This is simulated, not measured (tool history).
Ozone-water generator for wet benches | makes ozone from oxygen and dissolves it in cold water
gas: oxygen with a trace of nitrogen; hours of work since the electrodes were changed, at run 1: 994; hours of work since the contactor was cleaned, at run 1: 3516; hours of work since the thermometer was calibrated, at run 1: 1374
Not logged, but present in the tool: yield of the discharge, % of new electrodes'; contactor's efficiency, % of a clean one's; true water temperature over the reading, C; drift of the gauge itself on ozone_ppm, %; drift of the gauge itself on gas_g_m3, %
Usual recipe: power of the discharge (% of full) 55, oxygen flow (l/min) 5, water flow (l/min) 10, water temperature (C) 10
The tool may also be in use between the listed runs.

| run | day | power of the discharge (% of full) | oxygen flow (l/min) | water flow (l/min) | water temperature (C) | hours of work since the electrodes were changed | hours of work since the contactor was cleaned | hours of work since the thermometer was calibrated | dissolved ozone (ppm) | ozone in the gas ahead of the water (g/m3) |
|---|---|---|---|---|---|---|---|---|---|---|
| 1 | 0 | 55 | 5 | 10 | 10 | 994 | 3516 | 1374 | 27.7 | 210.3 |
| 2 | 1.704 | 72 | 5 | 10 | 10 | 1019 | 3541 | 1399 | 31.6 | 242.3 |
| 3 | 2.592 | 55 | 5 | 10 | 10 | 1033 | 3555 | 1413 | 27.5 | 213.1 |
| 4 | 4.35 | 55 | 5 | 10 | 10 | 1059 | 3581 | 1439 | 27.9 | 211.4 |
| 5 | 6.3 | 55 | 5 | 10 | 10 | 1088 | 3610 | 1468 | 27.6 | 209.3 |
| 6 | 7.183 | 55 | 5 | 10 | 10 | 1101 | 3623 | 1481 | 27.8 | 212.6 |
| 7 | 8.212 | 55 | 5 | 10 | 10 | 1116 | 3639 | 1496 | 27.9 | 208.8 |
| 8 | 10.062 | 55 | 5 | 10 | 10 | 1144 | 3666 | 1524 | 27.7 | 212 |
| 9 | 11.346 | 55 | 5 | 10 | 10 | 1163 | 3685 | 1543 | 27.6 | 209.2 |
| 10 | 13.329 | 55 | 5 | 10 | 17 | 1193 | 3715 | 1573 | 24.2 | 213.1 |
| 11 | 15.396 | 50 | 5 | 10 | 17 | 1223 | 3746 | 1604 | 23 | 200.6 |
| 12 | 16.65 | 55 | 5.09 | 8 | 11 | 1242 | 3764 | 1622 | 32.1 | 206.9 |
| 13 | 18.092 | 70 | 5 | 12 | 8 | 1264 | 3786 | 1644 | 28.1 | 237.6 |
| 14 | 19.938 | 70 | 7.19 | 13 | 8 | 1291 | 3813 | 1671 | 24.5 | 186.9 |
| 15 | 21.579 | 46 | 4.55 | 7 | 7 | 1316 | 3838 | 1696 | 35.5 | 202.6 |
| 16 | 23.346 | 50 | 3.08 | 10 | 10 | 1342 | 3864 | 1722 | 28.7 | 277.2 |
| 17 | 24.667 | 54 | 3.25 | 7 | 6 | 1362 | 3884 | 1742 | 42.2 | 274.9 |

What if the next run were any one of these 3? Each begins from the tool's condition after run 17:
| A | 25.588 | 49 | 3.25 | 7 | 6 | 1375 | 3897 | 1755 | ? | ? |
| B | 25.588 | 55 | 2.87 | 6 | 10 | 1375 | 3897 | 1755 | ? | ? |
| C | 25.588 | 46 | 5 | 10 | 10 | 1375 | 3897 | 1755 | ? | ? |

| run | dissolved ozone (ppm) | ozone in the gas ahead of the water (g/m3) |
|---|---|---|
| A | 40.4 | 267.5 |
| B | 46.6 | 307.7 |
| C | 25.1 | 191.5 |
Take away the tool's hidden state, keep each run's random variation, and the runs would have read:
| run | dissolved ozone (ppm) | ozone in the gas ahead of the water (g/m3) |
|---|---|---|
| A | 40.4 | 267.7 |
| B | 46.7 | 307.9 |
| C | 25.1 | 191.6 |
